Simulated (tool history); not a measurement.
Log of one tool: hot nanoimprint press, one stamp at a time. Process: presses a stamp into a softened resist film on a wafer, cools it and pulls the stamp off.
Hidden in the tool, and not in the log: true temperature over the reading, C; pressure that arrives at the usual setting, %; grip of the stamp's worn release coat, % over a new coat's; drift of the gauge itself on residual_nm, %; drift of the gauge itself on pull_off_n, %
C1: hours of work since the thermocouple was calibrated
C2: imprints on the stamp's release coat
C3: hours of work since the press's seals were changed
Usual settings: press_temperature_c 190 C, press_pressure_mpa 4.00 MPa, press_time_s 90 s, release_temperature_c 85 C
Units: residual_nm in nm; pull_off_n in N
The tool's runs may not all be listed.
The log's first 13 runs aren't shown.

{"run": 14, "hour": 902.8, "press_temperature_c": 190, "press_pressure_mpa": 4.0, "press_time_s": 90, "release_temperature_c": 85, "C1": 278, "C2": 994, "C3": 66, "residual_nm": 100.1, "pull_off_n": 125}
{"run": 15, "hour": 966.9, "press_temperature_c": 190, "press_pressure_mpa": 4.0, "press_time_s": 90, "release_temperature_c": 85, "C1": 320, "C2": 1295, "C3": 108, "residual_nm": 99.8, "pull_off_n": 135}
{"run": 16, "hour": 1032.4, "press_temperature_c": 192, "press_pressure_mpa": 4.0, "press_time_s": 90, "release_temperature_c": 92, "C1": 363, "C2": 1602, "C3": 151, "residual_nm": 94.1, "pull_off_n": 117}
{"run": 17, "hour": 1099.8, "press_temperature_c": 192, "press_pressure_mpa": 4.0, "press_time_s": 95, "release_temperature_c": 92, "C1": 407, "C2": 1919, "C3": 195, "residual_nm": 92.8, "pull_off_n": 130}
{"run": 18, "hour": 1163.7, "press_temperature_c": 193, "press_pressure_mpa": 4.0, "press_time_s": 68, "release_temperature_c": 85, "C1": 449, "C2": 2218, "C3": 237, "residual_nm": 101.1, "pull_off_n": 160}
{"hour": 1222.9, "done": "stamp cleaned and given a new release coat"}
{"run": 19, "hour": 1251.7, "press_temperature_c": 193, "press_pressure_mpa": 4.0, "press_time_s": 68, "release_temperature_c": 85, "C1": 503, "C2": 135, "C3": 291, "residual_nm": 99.3, "pull_off_n": 93}
{"run": 20, "hour": 1317.0, "press_temperature_c": 193, "press_pressure_mpa": 4.0, "press_time_s": 68, "release_temperature_c": 85, "C1": 545, "C2": 442, "C3": 333, "residual_nm": 99.3, "pull_off_n": 106}
{"hour": 1399.8, "done": "plate thermocouple calibrated"}
{"run": 21, "hour": 1399.8, "press_temperature_c": 181, "press_pressure_mpa": 4.25, "press_time_s": 50, "release_temperature_c": 93, "C1": 0, "C2": 816, "C3": 385, "residual_nm": 154.3, "pull_off_n": 99}
{"run": 22, "hour": 1475.0, "press_temperature_c": 195, "press_pressure_mpa": 2.7, "press_time_s": 90, "release_temperature_c": 88, "C1": 49, "C2": 1169, "C3": 435, "residual_nm": 102.5, "pull_off_n": 123}
{"run": 23, "hour": 1554.8, "press_temperature_c": 189, "press_pressure_mpa": 4.0, "press_time_s": 90, "release_temperature_c": 79, "C1": 101, "C2": 1544, "C3": 487, "residual_nm": 104.3, "pull_off_n": 164}
{"run": 24, "hour": 1643.4, "press_temperature_c": 189, "press_pressure_mpa": 4.0, "press_time_s": 90, "release_temperature_c": 72, "C1": 159, "C2": 1959, "C3": 545, "residual_nm": 106.2, "pull_off_n": 202}
{"run": 25, "hour": 1708.6, "press_temperature_c": 189, "press_pressure_mpa": 4.0, "press_time_s": 90, "release_temperature_c": 72, "C1": 202, "C2": 2265, "C3": 587, "residual_nm": 104.0, "pull_off_n": 224}
{"hour": 1759.1, "done": "stamp cleaned and given a new release coat"}
{"run": 26, "hour": 1797.3, "press_temperature_c": 189, "press_pressure_mpa": 4.0, "press_time_s": 90, "release_temperature_c": 72, "C1": 256, "C2": 179, "C3": 641, "residual_nm": 104.1, "pull_off_n": 136}
{"run": 27, "hour": 1839.3, "press_temperature_c": 189, "press_pressure_mpa": 4.0, "press_time_s": 90, "release_temperature_c": 72, "C1": 283, "C2": 376, "C3": 669, "residual_nm": 102.5, "pull_off_n": 138}
{"run": 28, "hour": 1893.6, "press_temperature_c": 189, "press_pressure_mpa": 4.0, "press_time_s": 90, "release_temperature_c": 72, "C1": 319, "C2": 631, "C3": 704, "residual_nm": 102.1, "pull_off_n": 147}
{"run": 29, "hour": 1933.5, "press_temperature_c": 189, "press_pressure_mpa": 4.0, "press_time_s": 90, "release_temperature_c": 72, "C1": 345, "C2": 818, "C3": 730, "residual_nm": 103.0, "pull_off_n": 153}
{"run": 30, "hour": 1989.3, "press_temperature_c": 189, "press_pressure_mpa": 4.0, "press_time_s": 90, "release_temperature_c": 72, "C1": 382, "C2": 1080, "C3": 767, "residual_nm": 104.3, "pull_off_n": 161}

Forecast each of these 4 alternatives for the next run:
{"run": "A", "hour": 2059.9, "press_temperature_c": 201, "press_pressure_mpa": 3.65, "press_time_s": 90, "release_temperature_c": 82, "C1": 428, "C2": 1411, "C3": 813, "residual_nm": "?", "pull_off_n": "?"}
{"run": "B", "hour": 2059.9, "press_temperature_c": 190, "press_pressure_mpa": 4.0, "press_time_s": 90, "release_temperature_c": 92, "C1": 428, "C2": 1411, "C3": 813, "residual_nm": "?", "pull_off_n": "?"}
{"run": "C", "hour": 2059.9, "press_temperature_c": 186, "press_pressure_mpa": 4.0, "press_time_s": 90, "release_temperature_c": 74, "C1": 428, "C2": 1411, "C3": 813, "residual_nm": "?", "pull_off_n": "?"}
{"run": "D", "hour": 2059.9, "press_temperature_c": 182, "press_pressure_mpa": 4.0, "press_time_s": 90, "release_temperature_c": 85, "C1": 428, "C2": 1411, "C3": 813, "residual_nm": "?", "pull_off_n": "?"}

run=A residual_nm=74.9 pull_off_n=143
run=B residual_nm=99.2 pull_off_n=112
run=C residual_nm=113.7 pull_off_n=173
run=D residual_nm=126.3 pull_off_n=132
Without the tool's hidden state the same runs would have given:
run=A residual_nm=77.8 pull_off_n=102
run=B residual_nm=103.4 pull_off_n=80
run=C residual_nm=118.4 pull_off_n=122
run=D residual_nm=131.4 pull_off_n=94
